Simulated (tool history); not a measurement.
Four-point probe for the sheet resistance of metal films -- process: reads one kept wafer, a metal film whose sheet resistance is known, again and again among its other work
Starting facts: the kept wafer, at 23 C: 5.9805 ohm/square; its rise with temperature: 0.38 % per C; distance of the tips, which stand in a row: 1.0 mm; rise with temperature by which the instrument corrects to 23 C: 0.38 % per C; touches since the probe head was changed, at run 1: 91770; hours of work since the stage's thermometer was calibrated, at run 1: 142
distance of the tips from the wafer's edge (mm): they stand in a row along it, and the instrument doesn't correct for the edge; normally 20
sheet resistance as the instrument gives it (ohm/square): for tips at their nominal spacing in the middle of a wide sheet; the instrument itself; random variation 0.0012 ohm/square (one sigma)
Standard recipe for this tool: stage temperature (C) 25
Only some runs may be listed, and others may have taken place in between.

run,hour,stage temperature (C),distance of the tips from the wafer's edge (mm),touches since the probe head was changed,hours of work since the stage's thermometer was calibrated,sheet resistance as the instrument gives it (ohm/square)
1,0,25,20,91770,142,5.975965
2,59.4,25,20,94230,183,5.972981
3,85.9,25,20,95328,201,5.974596
4,115,25,20,96532,221,5.974581
5,176.3,25,20,99072,263,5.972877
6,225.4,25,20,101103,296,5.970396
7,276.2,25,20,103209,331,5.969536
8,313.3,25,20,104745,356,5.969985
# hour 335.1: new probe head fitted
9,345.6,25,20,436,378,6.005251
10,397.6,25,10,2592,413,6.027659
11,452.1,25,20,4846,450,6.003573
12,505.2,25,20,7048,487,6.000755
13,538,22,20,8406,509,6.00236
14,573.3,22,14,9866,533,6.008341
15,607.4,22,14,11280,557,6.007667
16,657.9,22,14,13371,591,6.00731
17,698.8,22,14,15065,619,6.007802
18,754.6,22,14,17374,657,6.005338
19,797.2,22,14,19139,686,6.004073
20,851.8,25,20,21402,724,5.995354
21,897.2,25,20,23283,755,5.997259
22,933.8,21,20,24799,780,5.993276
23,969.8,21,20,26290,804,5.99385
24,1008.1,24,7,27873,831,6.047811
25,1040.7,25,15,29223,853,5.999867
26,1078.1,25,15,30774,879,5.996393
27,1105.5,25,15,31907,897,5.997075
28,1133.7,21,22,33076,917,5.989703
29,1159.5,21,11,34145,934,6.00951
30,1213.5,30,7,36380,971,6.04482
31,1272.4,30,7,38822,1011,6.043704
32,1313.5,23,68,40524,1039,5.981998
33,1357.1,23,68,42327,1069,5.978429
34,1402.2,29,20,44195,1100,5.985059
35,1460.5,19,9,46611,1140,6.014601
36,1519.6,19,9,49061,1180,6.015056
37,1552.8,25,21,50432,1203,5.981445
38,1580.9,20,45,51598,1222,5.976484
39,1606.4,23,52,52653,1240,5.975829
40,1667.1,23,7,55166,1281,6.036735
41,1714,25,34,57110,1313,5.972342
42,1773.5,29,32,59574,1354,5.973235
43,1805.5,20,70,60901,1376,5.969081
44,1848.1,20,70,62665,1405,5.969782

Hidden state or all else? Some run-to-run changes of sheet resistance as the instrument gives it (ohm/square), split into what the settings, what came in and random variation would give without the hidden state, and what is left for the hidden state (with any gauge scatter that isn't in both results):
What the log doesn't record here: inner tips' distance over the nominal, %; tips' flats over new ones', %; wafer's true temperature over the reading, C; drift of the gauge itself on sheet_ohm, %.
Run 8 -> 9: new probe head fitted. sheet resistance as the instrument gives it (ohm/square) +0.035266: hidden state +0.034758, all else +0.000508.
Run 31 -> 32: stage temperature (C) 30 -> 23, distance of the tips from the wafer's edge (mm) 7 -> 68. sheet resistance as the instrument gives it (ohm/square) -0.061706: hidden state -0.000908, all else -0.060798.
Run 34 -> 35: stage temperature (C) 29 -> 19, distance of the tips from the wafer's edge (mm) 20 -> 9. sheet resistance as the instrument gives it (ohm/square) +0.029542: hidden state -0.001354, all else +0.030896.
Run 39 -> 40: distance of the tips from the wafer's edge (mm) 52 -> 7. sheet resistance as the instrument gives it (ohm/square) +0.060906: hidden state -0.001253, all else +0.062159.
Run 40 -> 41: stage temperature (C) 23 -> 25, distance of the tips from the wafer's edge (mm) 7 -> 34. sheet resistance as the instrument gives it (ohm/square) -0.064393: hidden state -0.000726, all else -0.063667.
